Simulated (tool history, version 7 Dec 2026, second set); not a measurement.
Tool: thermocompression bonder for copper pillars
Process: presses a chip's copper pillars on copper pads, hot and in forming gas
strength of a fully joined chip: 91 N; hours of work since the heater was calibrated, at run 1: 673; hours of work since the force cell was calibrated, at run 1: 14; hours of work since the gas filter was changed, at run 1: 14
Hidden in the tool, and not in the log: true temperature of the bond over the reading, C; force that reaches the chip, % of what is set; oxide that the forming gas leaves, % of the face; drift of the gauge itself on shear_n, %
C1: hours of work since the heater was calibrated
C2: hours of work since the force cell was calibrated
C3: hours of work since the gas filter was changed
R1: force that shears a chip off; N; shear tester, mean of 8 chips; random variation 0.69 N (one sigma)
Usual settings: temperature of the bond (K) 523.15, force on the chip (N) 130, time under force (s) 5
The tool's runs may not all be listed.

run 1 hour=0.0 | temperature_of_the_bond_(K)=523.15 force_on_the_chip_(N)=130 time_under_force_(s)=5 | C1=673 C2=14 C3=14 | R1=45.8
-- hour=5.5 heater calibrated with a thermocouple chip
run 2 hour=27.2 | temperature_of_the_bond_(K)=523.15 force_on_the_chip_(N)=130 time_under_force_(s)=5 | C1=11 C2=26 C3=26 | R1=47.9
run 3 hour=43.8 | temperature_of_the_bond_(K)=523.15 force_on_the_chip_(N)=130 time_under_force_(s)=5 | C1=19 C2=34 C3=34 | R1=46.2
run 4 hour=71.5 | temperature_of_the_bond_(K)=523.15 force_on_the_chip_(N)=130 time_under_force_(s)=5 | C1=32 C2=48 C3=48 | R1=45.8
run 5 hour=108.7 | temperature_of_the_bond_(K)=523.15 force_on_the_chip_(N)=119 time_under_force_(s)=5 | C1=50 C2=66 C3=66 | R1=45.0
run 6 hour=129.8 | temperature_of_the_bond_(K)=523.15 force_on_the_chip_(N)=119 time_under_force_(s)=5 | C1=61 C2=76 C3=76 | R1=44.4
run 7 hour=160.3 | temperature_of_the_bond_(K)=523.15 force_on_the_chip_(N)=130 time_under_force_(s)=5 | C1=76 C2=91 C3=91 | R1=47.5
run 8 hour=181.9 | temperature_of_the_bond_(K)=523.15 force_on_the_chip_(N)=130 time_under_force_(s)=5 | C1=86 C2=102 C3=102 | R1=47.6
run 9 hour=218.4 | temperature_of_the_bond_(K)=523.15 force_on_the_chip_(N)=130 time_under_force_(s)=5 | C1=104 C2=120 C3=120 | R1=46.8
run 10 hour=237.7 | temperature_of_the_bond_(K)=523.15 force_on_the_chip_(N)=130 time_under_force_(s)=5 | C1=113 C2=129 C3=129 | R1=46.9
run 11 hour=269.4 | temperature_of_the_bond_(K)=523.15 force_on_the_chip_(N)=130 time_under_force_(s)=5 | C1=129 C2=145 C3=145 | R1=46.6
run 12 hour=297.3 | temperature_of_the_bond_(K)=523.15 force_on_the_chip_(N)=130 time_under_force_(s)=5 | C1=143 C2=158 C3=158 | R1=46.5
run 13 hour=317.2 | temperature_of_the_bond_(K)=523.15 force_on_the_chip_(N)=130 time_under_force_(s)=5 | C1=152 C2=168 C3=168 | R1=46.7
run 14 hour=338.9 | temperature_of_the_bond_(K)=523.15 force_on_the_chip_(N)=130 time_under_force_(s)=5 | C1=163 C2=179 C3=179 | R1=46.6
run 15 hour=368.3 | temperature_of_the_bond_(K)=523.15 force_on_the_chip_(N)=130 time_under_force_(s)=5 | C1=177 C2=193 C3=193 | R1=46.2
-- hour=375.2 forming gas filter changed
run 16 hour=388.2 | temperature_of_the_bond_(K)=523.15 force_on_the_chip_(N)=122 time_under_force_(s)=5 | C1=187 C2=202 C3=6 | R1=44.2
run 17 hour=418.4 | temperature_of_the_bond_(K)=523.15 force_on_the_chip_(N)=130 time_under_force_(s)=5 | C1=202 C2=217 C3=21 | R1=46.6
run 18 hour=452.0 | temperature_of_the_bond_(K)=523.15 force_on_the_chip_(N)=106 time_under_force_(s)=5 | C1=218 C2=234 C3=38 | R1=42.6
run 19 hour=477.3 | temperature_of_the_bond_(K)=523.15 force_on_the_chip_(N)=106 time_under_force_(s)=5 | C1=230 C2=246 C3=50 | R1=42.4
run 20 hour=493.5 | temperature_of_the_bond_(K)=523.15 force_on_the_chip_(N)=130 time_under_force_(s)=5 | C1=238 C2=254 C3=58 | R1=47.7
run 21 hour=522.1 | temperature_of_the_bond_(K)=523.15 force_on_the_chip_(N)=158 time_under_force_(s)=3 | C1=252 C2=268 C3=72 | R1=42.4
run 22 hour=558.1 | temperature_of_the_bond_(K)=539.15 force_on_the_chip_(N)=126 time_under_force_(s)=10 | C1=270 C2=285 C3=89 | R1=64.7
run 23 hour=586.9 | temperature_of_the_bond_(K)=518.15 force_on_the_chip_(N)=122 time_under_force_(s)=13 | C1=284 C2=299 C3=103 | R1=57.9
run 24 hour=615.2 | temperature_of_the_bond_(K)=539.15 force_on_the_chip_(N)=122 time_under_force_(s)=3 | C1=298 C2=313 C3=117 | R1=44.4
run 25 hour=641.3 | temperature_of_the_bond_(K)=523.15 force_on_the_chip_(N)=99 time_under_force_(s)=3 | C1=310 C2=326 C3=130 | R1=34.1
run 26 hour=668.5 | temperature_of_the_bond_(K)=523.15 force_on_the_chip_(N)=130 time_under_force_(s)=12 | C1=324 C2=339 C3=143 | R1=60.0
run 27 hour=687.1 | temperature_of_the_bond_(K)=513.15 force_on_the_chip_(N)=172 time_under_force_(s)=5 | C1=333 C2=348 C3=152 | R1=47.9
run 28 hour=721.7 | temperature_of_the_bond_(K)=509.15 force_on_the_chip_(N)=186 time_under_force_(s)=5 | C1=350 C2=365 C3=169 | R1=47.1
run 29 hour=737.3 | temperature_of_the_bond_(K)=542.15 force_on_the_chip_(N)=138 time_under_force_(s)=4 | C1=357 C2=373 C3=177 | R1=53.8
run 30 hour=768.3 | temperature_of_the_bond_(K)=542.15 force_on_the_chip_(N)=138 time_under_force_(s)=4 | C1=373 C2=388 C3=192 | R1=53.5
-- hour=777.6 forming gas filter changed
run 31 hour=801.4 | temperature_of_the_bond_(K)=542.15 force_on_the_chip_(N)=108 time_under_force_(s)=4 | C1=388 C2=404 C3=12 | R1=48.9
run 32 hour=823.3 | temperature_of_the_bond_(K)=542.15 force_on_the_chip_(N)=108 time_under_force_(s)=4 | C1=399 C2=415 C3=22 | R1=47.4
run 33 hour=844.0 | temperature_of_the_bond_(K)=528.15 force_on_the_chip_(N)=163 time_under_force_(s)=4 | C1=409 C2=425 C3=32 | R1=50.5
run 34 hour=860.3 | temperature_of_the_bond_(K)=493.15 force_on_the_chip_(N)=112 time_under_force_(s)=5 | C1=417 C2=433 C3=40 | R1=30.1
run 35 hour=886.1 | temperature_of_the_bond_(K)=506.15 force_on_the_chip_(N)=96 time_under_force_(s)=6 | C1=430 C2=445 C3=53 | R1=34.9
run 36 hour=918.6 | temperature_of_the_bond_(K)=537.15 force_on_the_chip_(N)=118 time_under_force_(s)=14 | C1=446 C2=461 C3=69 | R1=69.9
run 37 hour=946.9 | temperature_of_the_bond_(K)=537.15 force_on_the_chip_(N)=118 time_under_force_(s)=14 | C1=460 C2=475 C3=83 | R1=68.3
run 38 hour=969.6 | temperature_of_the_bond_(K)=531.15 force_on_the_chip_(N)=153 time_under_force_(s)=12 | C1=471 C2=486 C3=94 | R1=68.9
run 39 hour=989.2 | temperature_of_the_bond_(K)=523.15 force_on_the_chip_(N)=182 time_under_force_(s)=13 | C1=480 C2=496 C3=103 | R1=71.3
run 40 hour=1022.1 | temperature_of_the_bond_(K)=523.15 force_on_the_chip_(N)=182 time_under_force_(s)=13 | C1=496 C2=512 C3=119 | R1=69.0

Forecast each of these 3 alternatives for the next run:
run A hour=1049.9 | temperature_of_the_bond_(K)=523.15 force_on_the_chip_(N)=123 time_under_force_(s)=5 | C1=510 C2=526 C3=133 | R1=?
run B hour=1049.9 | temperature_of_the_bond_(K)=516.15 force_on_the_chip_(N)=130 time_under_force_(s)=5 | C1=510 C2=526 C3=133 | R1=?
run C hour=1049.9 | temperature_of_the_bond_(K)=533.15 force_on_the_chip_(N)=182 time_under_force_(s)=5 | C1=510 C2=526 C3=133 | R1=?

run=A R1=45.4
run=B R1=41.6
run=C R1=59.4
Without the tool's hidden state the same runs would have given:
run=A R1=45.8
run=B R1=41.9
run=C R1=59.8

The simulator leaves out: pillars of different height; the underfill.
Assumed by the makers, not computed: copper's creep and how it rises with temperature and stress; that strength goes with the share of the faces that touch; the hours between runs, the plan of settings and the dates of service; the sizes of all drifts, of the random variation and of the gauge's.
